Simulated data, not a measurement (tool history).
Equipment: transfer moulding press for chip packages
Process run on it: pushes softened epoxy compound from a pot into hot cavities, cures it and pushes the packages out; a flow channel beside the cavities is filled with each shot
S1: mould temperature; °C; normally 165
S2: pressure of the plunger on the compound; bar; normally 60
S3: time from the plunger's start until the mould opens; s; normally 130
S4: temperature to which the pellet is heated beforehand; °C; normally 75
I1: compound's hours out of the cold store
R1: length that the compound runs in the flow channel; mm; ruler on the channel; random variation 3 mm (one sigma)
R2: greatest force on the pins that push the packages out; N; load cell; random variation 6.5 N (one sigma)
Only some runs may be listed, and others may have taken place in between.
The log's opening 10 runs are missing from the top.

{"run": 11, "day": 3.517, "S1": 165, "S2": 74.5, "S3": 130, "S4": 75, "I1": 21.8, "R1": 819, "R2": 355}
{"day": 3.688, "done": "plunger's sealing rings changed"}
{"run": 12, "day": 4.029, "S1": 165, "S2": 74.5, "S3": 130, "S4": 75, "I1": 43.9, "R1": 744, "R2": 357}
{"run": 13, "day": 4.433, "S1": 165, "S2": 48.2, "S3": 130, "S4": 75, "I1": 35.3, "R1": 627, "R2": 368}
{"run": 14, "day": 4.779, "S1": 165, "S2": 48.2, "S3": 130, "S4": 75, "I1": 47.5, "R1": 581, "R2": 393}
{"run": 15, "day": 4.971, "S1": 165, "S2": 48.2, "S3": 130, "S4": 75, "I1": 43.7, "R1": 594, "R2": 395}
{"run": 16, "day": 5.275, "S1": 164, "S2": 74.5, "S3": 130, "S4": 75, "I1": 34.4, "R1": 785, "R2": 417}
{"run": 17, "day": 5.467, "S1": 171, "S2": 46.5, "S3": 120, "S4": 65, "I1": 29, "R1": 629, "R2": 372}
{"run": 18, "day": 5.879, "S1": 165, "S2": 60, "S3": 132, "S4": 69, "I1": 8.3, "R1": 834, "R2": 401}
{"day": 6.054, "done": "cavities cleaned with cleaning compound and waxed"}
{"run": 19, "day": 6.304, "S1": 165, "S2": 60, "S3": 130, "S4": 76, "I1": 40.3, "R1": 675, "R2": 274}
{"day": 6.408, "done": "mould's thermocouples calibrated"}
{"run": 20, "day": 6.771, "S1": 165, "S2": 47.9, "S3": 130, "S4": 76, "I1": 26.1, "R1": 663, "R2": 308}
{"run": 21, "day": 7.067, "S1": 159, "S2": 45.4, "S3": 130, "S4": 76, "I1": 22.3, "R1": 672, "R2": 429}
{"run": 22, "day": 7.442, "S1": 159, "S2": 45.4, "S3": 130, "S4": 76, "I1": 38.8, "R1": 601, "R2": 423}
{"run": 23, "day": 7.717, "S1": 165, "S2": 60, "S3": 137, "S4": 75, "I1": 35.1, "R1": 696, "R2": 331}
{"run": 24, "day": 8.05, "S1": 166, "S2": 47.9, "S3": 137, "S4": 75, "I1": 14.5, "R1": 713, "R2": 344}
{"run": 25, "day": 8.433, "S1": 166, "S2": 47.9, "S3": 138, "S4": 67, "I1": 39.8, "R1": 599, "R2": 353}
{"day": 8.767, "done": "mould's thermocouples calibrated, once more"}
{"run": 26, "day": 8.962, "S1": 168, "S2": 67.4, "S3": 127, "S4": 75, "I1": 40.6, "R1": 703, "R2": 360}
{"run": 27, "day": 9.388, "S1": 168, "S2": 67.4, "S3": 127, "S4": 75, "I1": 39.8, "R1": 708, "R2": 355}
{"run": 28, "day": 9.779, "S1": 165, "S2": 60, "S3": 130, "S4": 74, "I1": 8.4, "R1": 829, "R2": 393}
{"run": 29, "day": 10.188, "S1": 165, "S2": 60, "S3": 136, "S4": 74, "I1": 18.9, "R1": 762, "R2": 373}
{"run": 30, "day": 10.508, "S1": 165, "S2": 60, "S3": 120, "S4": 71, "I1": 10, "R1": 814, "R2": 435}

What if the next run were any one of these 3? Each begins from the tool's condition after run 30:
{"run": "A", "day": 10.725, "S1": 165, "S2": 56.4, "S3": 120, "S4": 78, "I1": 10.6, "R1": "?", "R2": "?"}
{"run": "B", "day": 10.725, "S1": 165, "S2": 60, "S3": 120, "S4": 84, "I1": 42.4, "R1": "?", "R2": "?"}
{"run": "C", "day": 10.725, "S1": 165, "S2": 63.2, "S3": 164, "S4": 78, "I1": 41.2, "R1": "?", "R2": "?"}

run=A R1=783 R2=448
run=B R1=660 R2=409
run=C R1=680 R2=350
Stripped of hidden state, with their random variation kept, the same runs would have yielded:
run=A R1=800 R2=291
run=B R1=674 R2=263
run=C R1=695 R2=226
